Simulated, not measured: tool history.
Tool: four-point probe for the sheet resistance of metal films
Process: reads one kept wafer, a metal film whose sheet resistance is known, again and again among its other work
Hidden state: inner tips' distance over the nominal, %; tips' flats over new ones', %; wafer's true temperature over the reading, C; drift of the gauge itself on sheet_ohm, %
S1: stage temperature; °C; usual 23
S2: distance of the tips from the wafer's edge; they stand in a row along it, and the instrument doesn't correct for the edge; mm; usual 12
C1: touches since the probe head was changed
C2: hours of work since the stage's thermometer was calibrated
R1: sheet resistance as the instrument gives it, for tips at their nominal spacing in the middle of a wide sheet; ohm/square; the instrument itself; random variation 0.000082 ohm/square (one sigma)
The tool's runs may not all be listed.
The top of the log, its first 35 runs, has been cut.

run,hour,S1,S2,C1,C2,R1
36,3571.8,29,39,19687,1676,0.410300
37,3715.7,19,13,23786,1756,0.408745
38,3831.6,25,71,27089,1820,0.409827
39,3933.3,25,71,29987,1877,0.410002
40,4015.8,21,6,32338,1922,0.410581
41,4119.1,21,6,35280,1980,0.410786
42,4235.8,21,6,38605,2044,0.410933
43,4312.6,20,18,40794,2087,0.409381
44,4411.4,20,18,43609,2142,0.409597
45,4531.3,20,18,47025,2208,0.409546
46,4611.2,20,23,49301,2252,0.409716

3 ways to go on from here, each from the tool as it stands after run 46. What would each give?
A,4728.0,29,10,52628,2317,?
B,4728.0,25,12,52628,2317,?
C,4728.0,20,7,52628,2317,?

run,R1
A,0.411938
B,0.411087
C,0.410736
With no hidden state in the tool, these same runs would have given:
run,R1
A,0.411202
B,0.410346
C,0.409987
